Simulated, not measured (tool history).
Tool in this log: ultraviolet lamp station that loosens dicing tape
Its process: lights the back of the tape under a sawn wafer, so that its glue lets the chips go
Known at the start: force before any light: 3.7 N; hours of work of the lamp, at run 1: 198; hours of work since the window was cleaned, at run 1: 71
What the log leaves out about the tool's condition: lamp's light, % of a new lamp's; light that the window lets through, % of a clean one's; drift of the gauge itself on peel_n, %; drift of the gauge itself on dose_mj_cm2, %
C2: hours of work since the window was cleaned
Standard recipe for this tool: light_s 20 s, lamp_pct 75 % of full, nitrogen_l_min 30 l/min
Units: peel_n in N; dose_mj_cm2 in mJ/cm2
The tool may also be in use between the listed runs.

run 1 hour=0 | light_s=20 lamp_pct=75 nitrogen_l_min=30 | hours_of_work_of_the_lamp=198 C2=71 | peel_n=0.344 dose_mj_cm2=227
run 2 hour=13.6 | light_s=20 lamp_pct=75 nitrogen_l_min=30 | hours_of_work_of_the_lamp=207 C2=80 | peel_n=0.333 dose_mj_cm2=226
run 3 hour=19.5 | light_s=20 lamp_pct=75 nitrogen_l_min=30 | hours_of_work_of_the_lamp=211 C2=84 | peel_n=0.347 dose_mj_cm2=221
run 4 hour=27.8 | light_s=20 lamp_pct=75 nitrogen_l_min=11 | hours_of_work_of_the_lamp=216 C2=90 | peel_n=0.64 dose_mj_cm2=223
run 5 hour=34.1 | light_s=20 lamp_pct=75 nitrogen_l_min=11 | hours_of_work_of_the_lamp=220 C2=94 | peel_n=0.655 dose_mj_cm2=222
run 6 hour=45 | light_s=12 lamp_pct=75 nitrogen_l_min=30 | hours_of_work_of_the_lamp=227 C2=101 | peel_n=0.796 dose_mj_cm2=135
run 7 hour=54.7 | light_s=12 lamp_pct=75 nitrogen_l_min=30 | hours_of_work_of_the_lamp=234 C2=107 | peel_n=0.822 dose_mj_cm2=134
run 8 hour=64.9 | light_s=12 lamp_pct=75 nitrogen_l_min=30 | hours_of_work_of_the_lamp=241 C2=114 | peel_n=0.808 dose_mj_cm2=130
run 9 hour=74.9 | light_s=12 lamp_pct=75 nitrogen_l_min=30 | hours_of_work_of_the_lamp=247 C2=121 | peel_n=0.845 dose_mj_cm2=130
run 10 hour=86.5 | light_s=17 lamp_pct=79 nitrogen_l_min=42 | hours_of_work_of_the_lamp=255 C2=128 | peel_n=0.364 dose_mj_cm2=190
run 11 hour=92.7 | light_s=21 lamp_pct=67 nitrogen_l_min=33 | hours_of_work_of_the_lamp=259 C2=133 | peel_n=0.379 dose_mj_cm2=204
run 12 hour=99.7 | light_s=21 lamp_pct=67 nitrogen_l_min=33 | hours_of_work_of_the_lamp=264 C2=137 | peel_n=0.367 dose_mj_cm2=203
run 13 hour=108.2 | light_s=21 lamp_pct=67 nitrogen_l_min=33 | hours_of_work_of_the_lamp=269 C2=143 | peel_n=0.391 dose_mj_cm2=202
run 14 hour=114.9 | light_s=29 lamp_pct=75 nitrogen_l_min=30 | hours_of_work_of_the_lamp=274 C2=147 | peel_n=0.18 dose_mj_cm2=308
run 15 hour=124.9 | light_s=29 lamp_pct=63 nitrogen_l_min=30 | hours_of_work_of_the_lamp=280 C2=154 | peel_n=0.254 dose_mj_cm2=255
run 16 hour=134 | light_s=14 lamp_pct=63 nitrogen_l_min=26 | hours_of_work_of_the_lamp=286 C2=160 | peel_n=0.925 dose_mj_cm2=122
run 17 hour=143.7 | light_s=20 lamp_pct=75 nitrogen_l_min=12 | hours_of_work_of_the_lamp=293 C2=166 | peel_n=0.658 dose_mj_cm2=214

Alternative continuations, all from the tool just after run 17; predict every row:
run A hour=149.7 | light_s=30 lamp_pct=68 nitrogen_l_min=39 | hours_of_work_of_the_lamp=297 C2=170 | peel_n=? dose_mj_cm2=?
run B hour=149.7 | light_s=14 lamp_pct=75 nitrogen_l_min=54 | hours_of_work_of_the_lamp=297 C2=170 | peel_n=? dose_mj_cm2=?
run C hour=149.7 | light_s=20 lamp_pct=74 nitrogen_l_min=30 | hours_of_work_of_the_lamp=297 C2=170 | peel_n=? dose_mj_cm2=?
run D hour=149.7 | light_s=38 lamp_pct=69 nitrogen_l_min=9 | hours_of_work_of_the_lamp=297 C2=170 | peel_n=? dose_mj_cm2=?

run=A peel_n=0.205 dose_mj_cm2=286
run=B peel_n=0.529 dose_mj_cm2=150
run=C peel_n=0.386 dose_mj_cm2=207
run=D peel_n=0.301 dose_mj_cm2=368
Stripped of hidden state, with their random variation kept, the same runs would have yielded:
run=A peel_n=0.167 dose_mj_cm2=336
run=B peel_n=0.4 dose_mj_cm2=176
run=C peel_n=0.287 dose_mj_cm2=244
run=D peel_n=0.226 dose_mj_cm2=432
